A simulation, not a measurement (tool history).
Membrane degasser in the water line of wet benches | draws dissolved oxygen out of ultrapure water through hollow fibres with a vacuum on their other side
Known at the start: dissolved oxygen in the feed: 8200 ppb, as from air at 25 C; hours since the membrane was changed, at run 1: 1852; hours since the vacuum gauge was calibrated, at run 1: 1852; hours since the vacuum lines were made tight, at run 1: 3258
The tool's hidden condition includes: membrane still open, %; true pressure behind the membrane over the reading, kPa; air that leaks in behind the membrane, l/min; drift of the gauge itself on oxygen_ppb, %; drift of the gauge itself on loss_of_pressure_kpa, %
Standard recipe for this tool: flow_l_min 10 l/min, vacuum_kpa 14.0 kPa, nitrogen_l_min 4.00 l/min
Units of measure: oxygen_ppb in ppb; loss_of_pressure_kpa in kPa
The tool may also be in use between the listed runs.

run	hour	flow_l_min	vacuum_kpa	nitrogen_l_min	hours since the membrane was changed	hours since the vacuum gauge was calibrated	hours since the vacuum lines were made tight	oxygen_ppb	loss_of_pressure_kpa
1	0.0	10	14.0	4.00	1852	1852	3258	206.9	63.91
2	241.7	10	14.0	4.00	2094	2094	3500	207.7	64.55
3	452.5	10	14.0	4.00	2305	2305	3711	208.8	64.68
4	805.4	10	14.0	4.00	2657	2657	4064	211.3	64.32
5	1038.6	10	14.0	4.00	2891	2891	4297	213.3	64.63
6	1247.2	10	14.0	4.00	3099	3099	4506	212.3	64.52
7	1594.6	9	14.0	1.70	3447	3447	4853	261.9	58.31
8	1834.0	6	14.0	1.70	3686	3686	5092	153.3	38.66
# hour 2054.4: seals of the vacuum lines changed
9	2135.2	7	11.2	1.70	3985	3985	81	152.3	45.48
10	2293.2	9	22.3	1.70	4143	4143	239	358.3	58.52
11	2558.4	9	22.3	1.70	4409	4409	504	357.1	58.61
12	2787.3	10	12.8	4.00	4637	4637	733	210.0	65.10

Each row is a separate what-if for the run after 12, all from the same tool condition, not one after another. Results?
A	3104.3	15	26.0	5.63	4954	4954	1050	?	?
B	3104.3	7	9.8	4.00	4954	4954	1050	?	?
C	3104.3	13	14.0	4.00	4954	4954	1050	?	?
D	3104.3	13	14.0	4.00	4954	4954	1050	?	?

run	oxygen_ppb	loss_of_pressure_kpa
A	449.2	98.18
B	101.6	45.93
C	323.5	84.93
D	325.2	84.97
What these runs would have given with no unlogged condition in the tool:
run	oxygen_ppb	loss_of_pressure_kpa
A	417.3	95.31
B	89.8	44.59
C	295.8	82.45
D	297.3	82.49

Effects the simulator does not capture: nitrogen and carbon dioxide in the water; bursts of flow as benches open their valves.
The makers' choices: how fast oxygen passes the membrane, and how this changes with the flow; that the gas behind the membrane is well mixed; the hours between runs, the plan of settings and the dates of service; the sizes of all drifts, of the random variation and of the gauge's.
